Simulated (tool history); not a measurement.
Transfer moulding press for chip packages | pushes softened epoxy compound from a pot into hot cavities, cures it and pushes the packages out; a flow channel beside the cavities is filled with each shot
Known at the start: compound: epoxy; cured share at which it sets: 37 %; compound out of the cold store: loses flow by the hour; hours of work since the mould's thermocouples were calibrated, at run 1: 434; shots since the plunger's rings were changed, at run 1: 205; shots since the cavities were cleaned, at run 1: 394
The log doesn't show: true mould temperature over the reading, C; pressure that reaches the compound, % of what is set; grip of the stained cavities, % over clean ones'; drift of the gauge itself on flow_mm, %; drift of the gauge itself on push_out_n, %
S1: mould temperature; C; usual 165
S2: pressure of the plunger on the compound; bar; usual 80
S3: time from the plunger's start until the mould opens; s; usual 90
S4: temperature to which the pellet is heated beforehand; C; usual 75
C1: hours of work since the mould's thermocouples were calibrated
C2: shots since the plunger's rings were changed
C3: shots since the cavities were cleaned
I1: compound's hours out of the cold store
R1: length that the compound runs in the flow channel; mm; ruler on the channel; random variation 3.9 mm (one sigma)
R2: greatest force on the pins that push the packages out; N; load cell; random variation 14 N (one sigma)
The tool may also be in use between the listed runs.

{"run": 1, "day": 0.0, "S1": 165, "S2": 80, "S3": 90, "S4": 75, "C1": 434, "C2": 205, "C3": 394, "I1": 45.5, "R1": 733, "R2": 1086}
{"run": 2, "day": 0.408, "S1": 165, "S2": 80, "S3": 90, "S4": 75, "C1": 439, "C2": 318, "C3": 507, "I1": 47.7, "R1": 731, "R2": 1135}
{"run": 3, "day": 1.112, "S1": 165, "S2": 80, "S3": 90, "S4": 75, "C1": 448, "C2": 512, "C3": 701, "I1": 21.9, "R1": 781, "R2": 1261}
{"day": 1.417, "done": "cavities cleaned with cleaning compound and waxed"}
{"run": 4, "day": 1.992, "S1": 161, "S2": 80, "S3": 90, "S4": 75, "C1": 459, "C2": 736, "C3": 158, "I1": 38.3, "R1": 759, "R2": 1197}
{"run": 5, "day": 2.767, "S1": 161, "S2": 80, "S3": 90, "S4": 75, "C1": 469, "C2": 950, "C3": 372, "I1": 26, "R1": 778, "R2": 1536}
{"run": 6, "day": 3.388, "S1": 165, "S2": 80, "S3": 90, "S4": 75, "C1": 477, "C2": 1121, "C3": 543, "I1": 27.9, "R1": 761, "R2": 1253}
{"run": 7, "day": 4.125, "S1": 165, "S2": 80, "S3": 90, "S4": 75, "C1": 487, "C2": 1323, "C3": 745, "I1": 18.7, "R1": 779, "R2": 1370}
{"day": 4.242, "done": "cavities cleaned with cleaning compound and waxed"}
{"run": 8, "day": 4.654, "S1": 165, "S2": 80, "S3": 90, "S4": 75, "C1": 493, "C2": 1452, "C3": 114, "I1": 15.2, "R1": 790, "R2": 866}
{"run": 9, "day": 4.996, "S1": 165, "S2": 80, "S3": 90, "S4": 75, "C1": 497, "C2": 1546, "C3": 208, "I1": 29.8, "R1": 748, "R2": 965}
{"run": 10, "day": 5.504, "S1": 165, "S2": 80, "S3": 90, "S4": 75, "C1": 504, "C2": 1686, "C3": 348, "I1": 28.7, "R1": 758, "R2": 1128}
{"run": 11, "day": 6.058, "S1": 165, "S2": 80, "S3": 90, "S4": 75, "C1": 511, "C2": 1839, "C3": 501, "I1": 21.2, "R1": 771, "R2": 1196}
{"run": 12, "day": 6.412, "S1": 165, "S2": 80, "S3": 90, "S4": 75, "C1": 516, "C2": 1937, "C3": 599, "I1": 33.3, "R1": 741, "R2": 1241}
{"day": 7.083, "done": "cavities cleaned with cleaning compound and waxed"}
{"run": 13, "day": 7.258, "S1": 165, "S2": 83.8, "S3": 90, "S4": 66, "C1": 526, "C2": 2152, "C3": 49, "I1": 29.2, "R1": 764, "R2": 758}
{"run": 14, "day": 7.758, "S1": 165, "S2": 80, "S3": 118, "S4": 75, "C1": 532, "C2": 2289, "C3": 186, "I1": 21.5, "R1": 769, "R2": 601}
{"run": 15, "day": 8.262, "S1": 159, "S2": 63.1, "S3": 95, "S4": 83, "C1": 539, "C2": 2428, "C3": 325, "I1": 46.7, "R1": 639, "R2": 1396}
{"run": 16, "day": 8.717, "S1": 167, "S2": 88.7, "S3": 81, "S4": 84, "C1": 545, "C2": 2554, "C3": 451, "I1": 9.1, "R1": 831, "R2": 1369}
{"run": 17, "day": 9.442, "S1": 164, "S2": 84.3, "S3": 81, "S4": 84, "C1": 554, "C2": 2752, "C3": 649, "I1": 8.5, "R1": 811, "R2": 1742}
{"day": 9.925, "done": "cavities cleaned with cleaning compound and waxed"}
{"run": 18, "day": 9.925, "S1": 165, "S2": 85.5, "S3": 90, "S4": 83, "C1": 560, "C2": 2868, "C3": 0, "I1": 34.3, "R1": 752, "R2": 598}
{"run": 19, "day": 10.692, "S1": 165, "S2": 77.4, "S3": 72, "S4": 75, "C1": 570, "C2": 3080, "C3": 212, "I1": 15.6, "R1": 751, "R2": 1813}
{"run": 20, "day": 11.317, "S1": 165, "S2": 77.4, "S3": 79, "S4": 75, "C1": 578, "C2": 3252, "C3": 384, "I1": 41.7, "R1": 704, "R2": 1564}
{"run": 21, "day": 12.025, "S1": 166, "S2": 77.4, "S3": 79, "S4": 75, "C1": 587, "C2": 3446, "C3": 578, "I1": 14.8, "R1": 751, "R2": 1672}
{"day": 12.729, "done": "cavities cleaned with cleaning compound and waxed"}
{"run": 22, "day": 12.796, "S1": 166, "S2": 67.5, "S3": 108, "S4": 75, "C1": 596, "C2": 3641, "C3": 18, "I1": 15, "R1": 698, "R2": 453}
{"run": 23, "day": 13.267, "S1": 166, "S2": 67.5, "S3": 108, "S4": 75, "C1": 602, "C2": 3772, "C3": 149, "I1": 47.3, "R1": 637, "R2": 599}
{"run": 24, "day": 14.033, "S1": 166, "S2": 67.5, "S3": 108, "S4": 68, "C1": 612, "C2": 3982, "C3": 359, "I1": 20.8, "R1": 690, "R2": 736}

Some steps in R1 between neighbouring runs. How much of each would the tool show without its hidden state too (settings, what came in, random variation), and how much is left for the hidden state, with any gauge scatter that isn't in both results?
Run 14 -> 15: S1 165 -> 159, S2 80 -> 63.1, S3 118 -> 95, S4 75 -> 83. R1 -130 mm: hidden state +4, all else -134.
Run 15 -> 16: S1 159 -> 167, S2 63.1 -> 88.7, S3 95 -> 81, S4 83 -> 84. R1 +192 mm: hidden state -10, all else +202.
Run 23 -> 24: S4 75 -> 68. R1 +53 mm: hidden state -7, all else +60.
